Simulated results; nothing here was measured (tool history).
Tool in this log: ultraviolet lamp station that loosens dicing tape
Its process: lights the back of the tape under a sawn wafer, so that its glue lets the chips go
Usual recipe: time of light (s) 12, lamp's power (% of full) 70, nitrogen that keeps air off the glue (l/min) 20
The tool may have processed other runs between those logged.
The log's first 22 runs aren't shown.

run	hour	time of light (s)	lamp's power (% of full)	nitrogen that keeps air off the glue (l/min)	force that peels the tape off (N)	light that reached the tape (J/m2)
23	267.9	6	78	23	1.923	1090
24	278.9	6	78	23	1.912	1120
25	288.7	20	62	26	0.295	2920
26	305.2	18	70	32	0.252	2920
27	318.8	18	70	32	0.248	2970
28	332.3	21	73	32	0.178	3570
29	349.7	24	82	20	0.172	4560
30	358.1	8	90	30	0.867	1680
31	373.7	8	90	30	0.867	1650
32	385.8	8	90	30	0.895	1620
33	403.4	8	90	30	0.894	1620
34	420.3	10	66	10	1.758	1490
35	437.9	11	76	7	1.549	1900
36	447.4	11	70	20	0.992	1710
37	464.6	12	70	6	1.741	1890
38	472.2	12	70	6	1.758	1900
39	483.7	12	63	24	0.953	1690
40	494.8	8	99	24	0.889	1770
41	509.3	8	99	24	0.862	1760
42	521.7	8	66	17	1.991	1140

Here are 5 independent what-if runs from the current tool condition. What would each one return?
A	534.5	9	61	17	?	?
B	534.5	8	66	17	?	?
C	534.5	12	74	20	?	?
D	534.5	10	66	34	?	?
E	534.5	12	86	8	?	?

run	force that peels the tape off (N)	light that reached the tape (J/m2)
A	1.895	1260
B	2.006	1160
C	0.806	1930
D	1.087	1480
E	1.054	2280
The same runs, with their run-to-run variation unchanged, on a tool lacking any hidden condition would have given:
run	force that peels the tape off (N)	light that reached the tape (J/m2)
A	1.326	1590
B	1.42	1480
C	0.477	2470
D	0.676	1880
E	0.657	2900
